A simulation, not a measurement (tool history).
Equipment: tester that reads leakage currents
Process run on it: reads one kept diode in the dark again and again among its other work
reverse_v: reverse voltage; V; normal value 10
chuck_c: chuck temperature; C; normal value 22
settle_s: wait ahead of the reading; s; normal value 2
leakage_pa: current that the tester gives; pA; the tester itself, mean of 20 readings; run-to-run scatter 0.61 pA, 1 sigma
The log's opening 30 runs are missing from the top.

| run | hour | reverse_v | chuck_c | settle_s | hours of work since the probe card was cleaned | hours of work since the tester was calibrated | hours of work since the chuck was calibrated | leakage_pa |
|---|---|---|---|---|---|---|---|---|
| 31 | 3803.9 | 7.8 | 22 | 2 | 1080 | 3398 | 1049 | 174.96 |
| 32 | 3935.8 | 6.1 | 39 | 1.01 | 1159 | 3478 | 1129 | 496.84 |
| 33 | 4078.9 | 4.1 | 24 | 5.23 | 1246 | 3564 | 1215 | 137 |
| 34 | 4249.5 | 10 | 29 | 2 | 1349 | 3667 | 1319 | 334.05 |
| 35 | 4343.4 | 10 | 29 | 2 | 1406 | 3724 | 1375 | 335.47 |
| 36 | 4479.8 | 10 | 22 | 2.76 | 1488 | 3807 | 1458 | 203.45 |
| 37 | 4580.3 | 2.6 | 40 | 0.77 | 1549 | 3867 | 1519 | 317.1 |
| 38 | 4694 | 2.6 | 40 | 0.77 | 1618 | 3936 | 1587 | 317.99 |
| 39 | 4781.8 | 1.1 | 40 | 0.85 | 1671 | 3989 | 1640 | 190.99 |
| 40 | 4907.3 | 4 | 22 | 2 | 1747 | 4065 | 1716 | 117.69 |
| 41 | 5053.4 | 2 | 21 | 2 | 1835 | 4153 | 1804 | 72.1 |

Each row is a separate what-if for the run after 41, all from the same tool condition, not one after another. Results?
| A | 5210.4 | 12.8 | 21 | 1.94 | 1930 | 4248 | 1899 | ? |
| B | 5210.4 | 18.1 | 50 | 2 | 1930 | 4248 | 1899 | ? |
| C | 5210.4 | 3.2 | 32 | 2.23 | 1930 | 4248 | 1899 | ? |

| run | leakage_pa |
|---|---|
| A | 219.41 |
| B | 1896.48 |
| C | 209.48 |
With the hidden condition removed and each run's random variation left untouched, the same runs would have given:
| run | leakage_pa |
|---|---|
| A | 219.62 |
| B | 1898.31 |
| C | 209.71 |

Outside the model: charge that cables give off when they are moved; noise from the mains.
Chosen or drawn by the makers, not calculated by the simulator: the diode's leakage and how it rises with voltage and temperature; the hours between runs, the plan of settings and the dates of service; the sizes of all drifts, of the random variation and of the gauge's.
